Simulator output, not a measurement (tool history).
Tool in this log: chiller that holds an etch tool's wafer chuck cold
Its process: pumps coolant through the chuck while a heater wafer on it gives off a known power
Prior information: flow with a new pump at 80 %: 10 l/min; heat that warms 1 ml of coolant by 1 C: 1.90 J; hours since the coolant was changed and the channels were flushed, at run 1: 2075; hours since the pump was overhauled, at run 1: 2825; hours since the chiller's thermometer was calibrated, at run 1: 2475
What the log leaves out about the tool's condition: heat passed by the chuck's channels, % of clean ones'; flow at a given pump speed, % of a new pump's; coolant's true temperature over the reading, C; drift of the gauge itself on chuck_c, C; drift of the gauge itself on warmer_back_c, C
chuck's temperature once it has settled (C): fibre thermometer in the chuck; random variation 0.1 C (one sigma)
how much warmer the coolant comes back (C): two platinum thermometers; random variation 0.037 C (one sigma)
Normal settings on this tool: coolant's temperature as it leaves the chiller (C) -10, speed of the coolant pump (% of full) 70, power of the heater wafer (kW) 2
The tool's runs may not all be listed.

| run | hour | coolant's temperature as it leaves the chiller (C) | speed of the coolant pump (% of full) | power of the heater wafer (kW) | hours since the coolant was changed and the channels were flushed | hours since the pump was overhauled | hours since the chiller's thermometer was calibrated | chuck's temperature once it has settled (C) | how much warmer the coolant comes back (C) |
|---|---|---|---|---|---|---|---|---|---|
| 1 | 0 | -10 | 70 | 2 | 2075 | 2825 | 2475 | 10.5 | 7.15 |
| 2 | 51.2 | -19 | 70 | 2 | 2126 | 2876 | 2526 | 1.3 | 7.21 |
| 3 | 89.1 | -19 | 70 | 2 | 2164 | 2914 | 2564 | 1.5 | 7.19 |
| 4 | 130.3 | -10 | 70 | 2 | 2205 | 2955 | 2605 | 10.5 | 7.2 |
| 5 | 173.4 | -18 | 70 | 2 | 2249 | 2998 | 2648 | 2.3 | 7.19 |
| 6 | 233.6 | -18 | 70 | 2 | 2309 | 3058 | 2708 | 2.6 | 7.22 |
| 7 | 325.6 | -10 | 70 | 2 | 2401 | 3150 | 2801 | 10.4 | 7.22 |
| 8 | 383.1 | -13 | 70 | 2 | 2458 | 3208 | 2858 | 7.5 | 7.22 |
| 9 | 465.5 | -2 | 70 | 2 | 2541 | 3290 | 2940 | 18.5 | 7.23 |
|  | 525.5 | chiller's thermometer calibrated |
| 10 | 532.9 | -2 | 70 | 2 | 2607 | 3356 | 7 | 18.5 | 7.25 |
| 11 | 610.8 | -2 | 92 | 1.63 | 2685 | 3434 | 85 | 12 | 4.51 |
| 12 | 652.7 | -19 | 85 | 1.947 | 2727 | 3476 | 127 | -1.1 | 5.84 |
| 13 | 728.8 | -14 | 70 | 2 | 2803 | 3552 | 203 | 6.5 | 7.18 |
| 14 | 788.3 | -10 | 68 | 2 | 2862 | 3612 | 263 | 10.7 | 7.39 |
| 15 | 878.3 | -18 | 83 | 1.414 | 2952 | 3702 | 353 | -4.9 | 4.3 |
| 16 | 941.9 | -13 | 67 | 2.457 | 3016 | 3765 | 416 | 12.7 | 9.31 |
| 17 | 991.4 | -13 | 67 | 1.409 | 3066 | 3815 | 466 | 1.7 | 5.24 |
| 18 | 1078.2 | -13 | 67 | 1.409 | 3152 | 3902 | 553 | 1.8 | 5.36 |

Forecast each of these 4 alternatives for the next run:
| A | 1132.6 | -10 | 72 | 1.482 | 3207 | 3956 | 607 | ? | ? |
| B | 1132.6 | -10 | 76 | 1.587 | 3207 | 3956 | 607 | ? | ? |
| C | 1132.6 | -19 | 75 | 2.528 | 3207 | 3956 | 607 | ? | ? |
| D | 1132.6 | -4 | 67 | 1.409 | 3207 | 3956 | 607 | ? | ? |

| run | chuck's temperature once it has settled (C) | how much warmer the coolant comes back (C) |
|---|---|---|
| A | 4.8 | 5.24 |
| B | 5.5 | 5.27 |
| C | 5.7 | 8.51 |
| D | 10.8 | 5.34 |
The same runs, with their run-to-run variation unchanged, on a tool lacking any hidden condition would have given:
| run | chuck's temperature once it has settled (C) | how much warmer the coolant comes back (C) |
|---|---|---|
| A | 4.8 | 5.24 |
| B | 5.5 | 5.27 |
| C | 5.7 | 8.5 |
| D | 10.8 | 5.33 |

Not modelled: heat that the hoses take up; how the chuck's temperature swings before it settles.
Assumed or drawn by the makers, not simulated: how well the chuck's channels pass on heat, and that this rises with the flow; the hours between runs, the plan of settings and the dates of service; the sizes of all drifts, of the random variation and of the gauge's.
